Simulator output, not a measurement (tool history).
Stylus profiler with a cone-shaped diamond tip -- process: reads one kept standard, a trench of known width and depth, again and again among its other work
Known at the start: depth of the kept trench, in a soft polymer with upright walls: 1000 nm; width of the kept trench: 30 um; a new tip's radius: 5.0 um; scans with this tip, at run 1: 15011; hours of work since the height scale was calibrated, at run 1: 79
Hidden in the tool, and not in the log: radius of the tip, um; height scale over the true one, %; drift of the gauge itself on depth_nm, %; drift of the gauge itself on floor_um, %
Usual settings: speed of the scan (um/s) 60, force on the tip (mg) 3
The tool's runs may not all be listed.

run     day  speed of the scan (um/s)  force on the tip (mg)  scans with this tip  hours of work since the height scale was calibrated  depth of the trench (Å)  width of the trench's floor (um)
  1       0                        60                      3                15011                                                   79                    10108                             22.42
  2   1.167                        60                      3                15174                                                   91                    10109                             22.44
  3   3.342                        60                      3                15479                                                  114                  10111.8                             22.39
  4   4.679                        81                      3                15666                                                  128                  10105.9                             22.23
  5   6.871                        81                   4.14                15973                                                  151                  10133.9                             22.25
  6   9.346                        81                   4.14                16319                                                  177                  10134.9                              22.3
  7  11.383                        81                   4.14                16605                                                  198                  10129.5                             22.26
  8  13.083                        81                   4.14                16843                                                  216                  10125.9                             22.24
  9  15.379                        81                   4.14                17164                                                  240                    10131                             22.25
 10  18.146                        81                   1.08                17551                                                  269                  10048.9                             21.83
 11  20.058                        60                      3                17819                                                  289                  10100.8                             22.25
 12  22.283                        60                      3                18131                                                  313                  10101.3                             22.18
     22.542  -- height scale calibrated on a step standard
 13  23.854                        18                   2.72                18348                                                   14                    10084                             22.45
 14  25.746                        44                   3.82                18612                                                   34                  10111.9                             22.21
 15  28.042                       186                   3.82                18934                                                   58                  10109.6                              21.6
 16  30.617                        92                   1.16                19294                                                   85                  10035.9                             21.64
 17  32.154                        46                   3.63                19509                                                  101                  10106.3                             22.25
 18  34.692                        46                   3.63                19865                                                  128                  10102.9                             22.22
     35.392  -- height scale calibrated on a step standard, once more
 19  36.096                        46                   3.63                20059                                                    7                  10129.3                             22.15
 20  38.383                       162                   4.75                20379                                                   31                  10156.7                             21.68
 21  40.292                       162                   4.75                20646                                                   51                  10155.8                             21.68
 22  42.183                       162                   4.75                20911                                                   71                  10155.1                             21.66
 23  43.475                        18                   3.85                21092                                                   85                  10134.4                             22.26

Each row is a separate what-if for the run after 23, all from the same tool condition, not one after another. Results?
  A  44.862                        20                   6.49                21286                                                   99                        ?                                 ?
  B  44.862                       211                   3.85                21286                                                   99                        ?                                 ?
  C  44.862                        70                      3                21286                                                   99                        ?                                 ?
  D  44.862                       167                   3.48                21286                                                   99                        ?                                 ?
  E  44.862                        15                   1.06                21286                                                   99                        ?                                 ?

run  depth of the trench (Å)  width of the trench's floor (um)
  A                  10189.1                             22.25
  B                  10131.9                             21.31
  C                    10108                             21.96
  D                  10120.5                             21.48
  E                  10058.2                             22.21
What these runs would have given with no unlogged condition in the tool:
run  depth of the trench (Å)  width of the trench's floor (um)
  A                  10190.3                              23.9
  B                    10133                             22.96
  C                  10109.2                             23.61
  D                  10121.6                             23.13
  E                  10059.3                             23.86
